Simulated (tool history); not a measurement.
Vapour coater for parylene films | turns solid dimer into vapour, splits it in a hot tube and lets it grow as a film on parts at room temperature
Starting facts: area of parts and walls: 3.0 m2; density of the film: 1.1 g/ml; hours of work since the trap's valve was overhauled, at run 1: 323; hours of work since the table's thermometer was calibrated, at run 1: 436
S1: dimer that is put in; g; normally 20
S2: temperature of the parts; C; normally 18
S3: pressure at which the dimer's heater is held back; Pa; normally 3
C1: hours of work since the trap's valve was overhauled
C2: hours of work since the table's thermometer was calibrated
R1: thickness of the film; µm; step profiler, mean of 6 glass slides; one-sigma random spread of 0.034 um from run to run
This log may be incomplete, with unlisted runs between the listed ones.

run,hour,S1,S2,S3,C1,C2,R1
1,0,20,18,3,323,436,3.43
# hour 9.1: trap's valve overhauled
2,15.8,20,18,3,3,442,3.95
3,38.3,20,18,3,14,453,3.99
4,64.4,20,18,4.77,27,466,3.81
5,90.1,20,18,4.77,40,478,3.74
6,111.3,25,18,4.77,50,489,4.65
7,125.1,25,18,4.77,57,496,4.63
8,142.6,20,18,3,65,504,3.91
9,162.5,20,18,3,75,514,3.78
10,174.7,20,18,3,81,520,3.81
11,199.8,20,18,3,93,532,3.82
12,215.4,20,18,3,101,540,3.81
13,240.9,20,18,3,114,552,3.77
14,259.3,14,18,3,123,561,2.67
15,274.2,14,18,3,130,569,2.61
16,295.4,14,18,3,140,579,2.61
17,320.5,14,18,3,153,591,2.61
18,343.2,29,29,3,164,603,3.11
19,357.8,29,29,3,171,610,3.12
20,382.7,33,18,4.08,183,622,5.81
21,407.8,16,16,4.08,195,634,3.05
22,429.3,16,16,4.08,206,645,3.07
23,452.7,13,11,9.31,217,656,2.91
24,466.5,12,18,5.42,224,663,1.99
25,481.9,12,18,5.42,232,670,2.01
26,500.1,12,12,2.67,241,679,2.88
27,521.9,30,22,2.45,251,690,4.43

Predict each of these 5 candidate next runs independently; none follows another, all start after run 27:
A,535.1,20,18,4.82,258,697,?
B,535.1,14,22,4.05,258,697,?
C,535.1,28,18,2.53,258,697,?
D,535.1,30,20,9.42,258,697,?
E,535.1,23,18,3,258,697,?

run,R1
A,3.31
B,1.92
C,5.07
D,4.26
E,4.07
Take away the tool's hidden state, keep each run's random variation, and the runs would have read:
run,R1
A,3.84
B,2.23
C,5.87
D,4.93
E,4.72

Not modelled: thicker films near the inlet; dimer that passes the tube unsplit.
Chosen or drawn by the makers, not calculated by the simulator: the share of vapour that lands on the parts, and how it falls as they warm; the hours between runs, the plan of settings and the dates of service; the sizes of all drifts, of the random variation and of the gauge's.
